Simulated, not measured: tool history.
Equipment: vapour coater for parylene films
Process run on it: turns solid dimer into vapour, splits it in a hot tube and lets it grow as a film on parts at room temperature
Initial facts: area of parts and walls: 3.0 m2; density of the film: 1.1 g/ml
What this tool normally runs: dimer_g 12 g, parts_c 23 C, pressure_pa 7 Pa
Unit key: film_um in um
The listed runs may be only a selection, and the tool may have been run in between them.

Run 1, day 0: usual settings. Result: film_um 1.73 um.
Run 2, day 1.204: usual settings but parts_c 20 C. Result: film_um 1.86 um.
Run 3, day 3.004: usual settings but parts_c 29 C. Result: film_um 1.47 um.
Run 4, day 3.904: usual settings. Result: film_um 1.73 um.
Run 5, day 4.75: usual settings. Result: film_um 1.74 um.
At day 5.762: trap's valve overhauled.
Run 6, day 6.254: usual settings. Result: film_um 1.71 um.
Run 7, day 7.921: usual settings. Result: film_um 1.73 um.
Run 8, day 9.267: usual settings. Result: film_um 1.71 um.
Run 9, day 10.038: usual settings. Result: film_um 1.74 um.
Run 10, day 11.792: usual settings. Result: film_um 1.68 um.
Run 11, day 12.7: usual settings but parts_c 16 C, pressure_pa 8.33 Pa. Result: film_um 2 um.
Run 12, day 14.325: usual settings but parts_c 16 C, pressure_pa 8.33 Pa. Result: film_um 2.01 um.
Run 13, day 15.65: usual settings but parts_c 16 C, pressure_pa 8.33 Pa. Result: film_um 1.95 um.
Run 14, day 16.658: usual settings but dimer_g 6 g, parts_c 35 C, pressure_pa 3.54 Pa. Result: film_um 0.72 um.
Run 15, day 18.296: usual settings but dimer_g 6 g, parts_c 17 C, pressure_pa 11.77 Pa. Result: film_um 0.92 um.
Run 16, day 19.779: usual settings but dimer_g 6 g, parts_c 17 C, pressure_pa 11.77 Pa. Result: film_um 0.92 um.
Run 17, day 20.717: usual settings but dimer_g 19 g, pressure_pa 2.54 Pa. Result: film_um 3.06 um.
Run 18, day 21.471: usual settings but dimer_g 10 g, pressure_pa 5.43 Pa. Result: film_um 1.49 um.
Run 19, day 23.088: usual settings but dimer_g 7 g, parts_c 17 C, pressure_pa 2.06 Pa. Result: film_um 1.31 um.

Below are 5 alternative next runs, each starting from the tool's condition after run 19. Predict each:
Run A, day 24.204: usual settings but dimer_g 14 g, parts_c 16 C, pressure_pa 2.06 Pa. Result: film_um ?.
Run B, day 24.204: usual settings but dimer_g 10 g, parts_c 17 C, pressure_pa 3.35 Pa. Result: film_um ?.
Run C, day 24.204: usual settings but parts_c 32 C. Result: film_um ?.
Run D, day 24.204: usual settings but dimer_g 7 g, parts_c 21 C, pressure_pa 2.06 Pa. Result: film_um ?.
Run E, day 24.204: usual settings but dimer_g 17 g. Result: film_um ?.

run  film_um
  A     2.69
  B     1.76
  C     1.42
  D     1.23
  E     2.45
Take away the tool's hidden state, keep each run's random variation, and the runs would have read:
run  film_um
  A      2.7
  B     1.76
  C     1.42
  D     1.24
  E     2.45
